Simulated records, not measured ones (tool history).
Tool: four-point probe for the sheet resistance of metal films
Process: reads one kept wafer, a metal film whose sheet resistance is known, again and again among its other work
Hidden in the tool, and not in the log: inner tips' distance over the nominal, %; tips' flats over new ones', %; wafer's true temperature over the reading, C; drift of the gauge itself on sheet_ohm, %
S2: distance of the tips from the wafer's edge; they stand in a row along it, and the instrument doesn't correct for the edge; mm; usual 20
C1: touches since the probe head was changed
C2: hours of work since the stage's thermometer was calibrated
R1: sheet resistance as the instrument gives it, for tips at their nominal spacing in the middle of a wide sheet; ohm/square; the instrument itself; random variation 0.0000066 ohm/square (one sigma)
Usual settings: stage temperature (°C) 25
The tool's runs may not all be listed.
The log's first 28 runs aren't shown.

{"run": 29, "hour": 640.8, "stage temperature (°C)": 22, "S2": 12, "C1": 17832, "C2": 502, "R1": 0.033341}
{"run": 30, "hour": 675.2, "stage temperature (°C)": 21, "S2": 14, "C1": 18772, "C2": 520, "R1": 0.033333}
{"run": 31, "hour": 708.0, "stage temperature (°C)": 33, "S2": 20, "C1": 19670, "C2": 537, "R1": 0.033056}
{"run": 32, "hour": 725.6, "stage temperature (°C)": 33, "S2": 20, "C1": 20152, "C2": 546, "R1": 0.033061}
{"run": 33, "hour": 743.6, "stage temperature (°C)": 24, "S2": 40, "C1": 20646, "C2": 555, "R1": 0.033191}
{"run": 34, "hour": 762.8, "stage temperature (°C)": 24, "S2": 40, "C1": 21170, "C2": 565, "R1": 0.033195}
{"run": 35, "hour": 788.3, "stage temperature (°C)": 21, "S2": 33, "C1": 21868, "C2": 578, "R1": 0.033259}
{"run": 36, "hour": 816.1, "stage temperature (°C)": 21, "S2": 33, "C1": 22628, "C2": 592, "R1": 0.03326}
{"run": 37, "hour": 835.0, "stage temperature (°C)": 31, "S2": 55, "C1": 23144, "C2": 602, "R1": 0.033056}
{"run": 38, "hour": 858.9, "stage temperature (°C)": 27, "S2": 3, "C1": 23799, "C2": 614, "R1": 0.034992}
{"run": 39, "hour": 891.3, "stage temperature (°C)": 31, "S2": 14, "C1": 24685, "C2": 631, "R1": 0.033139}
{"run": 40, "hour": 909.3, "stage temperature (°C)": 35, "S2": 9, "C1": 25177, "C2": 640, "R1": 0.033181}
{"run": 41, "hour": 939.8, "stage temperature (°C)": 27, "S2": 12, "C1": 26010, "C2": 656, "R1": 0.033249}
{"run": 42, "hour": 972.4, "stage temperature (°C)": 21, "S2": 44, "C1": 26904, "C2": 673, "R1": 0.033244}
{"run": 43, "hour": 987.8, "stage temperature (°C)": 25, "S2": 24, "C1": 27323, "C2": 680, "R1": 0.033186}
{"run": 44, "hour": 1018.1, "stage temperature (°C)": 25, "S2": 4, "C1": 28153, "C2": 696, "R1": 0.034249}
{"run": 45, "hour": 1037.2, "stage temperature (°C)": 25, "S2": 4, "C1": 28676, "C2": 706, "R1": 0.034232}
{"run": 46, "hour": 1058.7, "stage temperature (°C)": 32, "S2": 48, "C1": 29263, "C2": 717, "R1": 0.03304}

3 ways to go on from here, each from the tool as it stands after run 46. What would each give?
{"run": "A", "hour": 1090.0, "stage temperature (°C)": 25, "S2": 29, "C1": 30119, "C2": 733, "R1": "?"}
{"run": "B", "hour": 1090.0, "stage temperature (°C)": 19, "S2": 13, "C1": 30119, "C2": 733, "R1": "?"}
{"run": "C", "hour": 1090.0, "stage temperature (°C)": 26, "S2": 7, "C1": 30119, "C2": 733, "R1": "?"}

run=A R1=0.033183
run=B R1=0.033395
run=C R1=0.033504
Without the tool's hidden state the same runs would have given:
run=A R1=0.033183
run=B R1=0.033395
run=C R1=0.033504
